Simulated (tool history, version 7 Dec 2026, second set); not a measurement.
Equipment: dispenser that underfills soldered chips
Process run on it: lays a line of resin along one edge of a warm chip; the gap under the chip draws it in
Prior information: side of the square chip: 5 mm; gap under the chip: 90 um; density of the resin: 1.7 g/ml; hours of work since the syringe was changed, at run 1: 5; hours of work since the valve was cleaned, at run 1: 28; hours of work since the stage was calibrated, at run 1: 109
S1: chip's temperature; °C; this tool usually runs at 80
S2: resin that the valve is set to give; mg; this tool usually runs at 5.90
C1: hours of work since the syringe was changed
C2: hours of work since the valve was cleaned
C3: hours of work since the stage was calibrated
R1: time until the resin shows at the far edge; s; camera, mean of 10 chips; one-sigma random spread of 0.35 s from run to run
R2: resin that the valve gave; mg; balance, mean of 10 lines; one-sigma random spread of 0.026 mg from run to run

{"run": 1, "day": 0.0, "S1": 80, "S2": 5.9, "C1": 5, "C2": 28, "C3": 109, "R1": 21.1, "R2": 5.75}
{"day": 0.196, "done": "new syringe of resin"}
{"run": 2, "day": 0.271, "S1": 80, "S2": 5.9, "C1": 1, "C2": 32, "C3": 112, "R1": 19.0, "R2": 5.71}
{"day": 0.742, "done": "new syringe of resin"}
{"run": 3, "day": 0.833, "S1": 80, "S2": 5.4, "C1": 1, "C2": 40, "C3": 121, "R1": 19.8, "R2": 5.19}
{"run": 4, "day": 1.108, "S1": 80, "S2": 5.4, "C1": 6, "C2": 45, "C3": 125, "R1": 22.7, "R2": 5.22}
{"day": 1.275, "done": "new syringe of resin"}
{"run": 5, "day": 1.35, "S1": 80, "S2": 5.4, "C1": 1, "C2": 48, "C3": 128, "R1": 18.4, "R2": 5.18}
{"run": 6, "day": 1.746, "S1": 80, "S2": 5.9, "C1": 7, "C2": 54, "C3": 134, "R1": 23.2, "R2": 5.68}
{"day": 1.8, "done": "new syringe of resin"}
{"run": 7, "day": 2.179, "S1": 80, "S2": 5.9, "C1": 6, "C2": 60, "C3": 141, "R1": 22.3, "R2": 5.57}
{"day": 2.35, "done": "new syringe of resin"}
{"run": 8, "day": 2.462, "S1": 80, "S2": 5.9, "C1": 2, "C2": 64, "C3": 145, "R1": 19.3, "R2": 5.6}
{"day": 2.9, "done": "new syringe of resin"}
{"run": 9, "day": 2.904, "S1": 91, "S2": 5.9, "C1": 0, "C2": 71, "C3": 151, "R1": 13.9, "R2": 5.55}
{"run": 10, "day": 3.158, "S1": 91, "S2": 5.9, "C1": 4, "C2": 75, "C3": 155, "R1": 15.6, "R2": 5.56}
{"day": 3.429, "done": "new syringe of resin"}
{"run": 11, "day": 3.588, "S1": 91, "S2": 5.9, "C1": 2, "C2": 81, "C3": 161, "R1": 14.7, "R2": 5.48}
{"day": 3.712, "done": "dispensing valve cleaned and set on the balance"}
{"day": 4.0, "done": "new syringe of resin"}
{"run": 12, "day": 4.088, "S1": 80, "S2": 7.47, "C1": 1, "C2": 5, "C3": 168, "R1": 18.3, "R2": 7.41}
{"day": 4.533, "done": "new syringe of resin"}
{"run": 13, "day": 4.533, "S1": 80, "S2": 7.47, "C1": 0, "C2": 12, "C3": 175, "R1": 17.8, "R2": 7.43}
{"run": 14, "day": 4.833, "S1": 67, "S2": 5.47, "C1": 5, "C2": 17, "C3": 179, "R1": 32.3, "R2": 5.39}
{"day": 5.054, "done": "new syringe of resin"}
{"run": 15, "day": 5.404, "S1": 68, "S2": 5.47, "C1": 5, "C2": 25, "C3": 188, "R1": 31.9, "R2": 5.35}
{"day": 5.583, "done": "new syringe of resin"}
{"run": 16, "day": 5.971, "S1": 68, "S2": 5.47, "C1": 6, "C2": 33, "C3": 196, "R1": 32.8, "R2": 5.38}
{"day": 6.129, "done": "new syringe of resin"}
{"run": 17, "day": 6.521, "S1": 68, "S2": 5.47, "C1": 6, "C2": 42, "C3": 204, "R1": 32.4, "R2": 5.29}
{"day": 6.658, "done": "new syringe of resin"}
{"run": 18, "day": 6.929, "S1": 92, "S2": 6.5, "C1": 4, "C2": 48, "C3": 210, "R1": 14.7, "R2": 6.25}
{"day": 7.217, "done": "new syringe of resin"}
{"run": 19, "day": 7.417, "S1": 68, "S2": 5.38, "C1": 3, "C2": 55, "C3": 217, "R1": 30.1, "R2": 5.13}
{"day": 7.742, "done": "new syringe of resin"}
{"run": 20, "day": 7.917, "S1": 67, "S2": 6.75, "C1": 3, "C2": 62, "C3": 225, "R1": 29.7, "R2": 6.39}

Consider 5 possible next runs. They are alternatives, not a sequence: every one starts from the tool as it was left by run 20. What does each give?
{"day": 8.279, "done": "new syringe of resin"}
{"run": "A", "day": 8.404, "S1": 70, "S2": 5.42, "C1": 2, "C2": 69, "C3": 232, "R1": "?", "R2": "?"}
{"day": 8.279, "done": "new syringe of resin"}
{"run": "B", "day": 8.404, "S1": 71, "S2": 7.04, "C1": 2, "C2": 69, "C3": 232, "R1": "?", "R2": "?"}
{"day": 8.279, "done": "new syringe of resin"}
{"run": "C", "day": 8.404, "S1": 75, "S2": 5.9, "C1": 2, "C2": 69, "C3": 232, "R1": "?", "R2": "?"}
{"day": 8.279, "done": "new syringe of resin"}
{"run": "D", "day": 8.404, "S1": 65, "S2": 6.27, "C1": 2, "C2": 69, "C3": 232, "R1": "?", "R2": "?"}
{"day": 8.279, "done": "new syringe of resin"}
{"run": "E", "day": 8.404, "S1": 88, "S2": 5.12, "C1": 2, "C2": 69, "C3": 232, "R1": "?", "R2": "?"}

run=A R1=27.1 R2=5.06
run=B R1=25.2 R2=6.64
run=C R1=23.6 R2=5.54
run=D R1=30.1 R2=5.87
run=E R1=15.9 R2=4.86
The same runs, with their run-to-run variation unchanged, on a tool lacking any hidden condition would have given:
run=A R1=24.2 R2=5.37
run=B R1=22.7 R2=7.04
run=C R1=21.2 R2=5.87
run=D R1=27.1 R2=6.23
run=E R1=14.1 R2=5.15
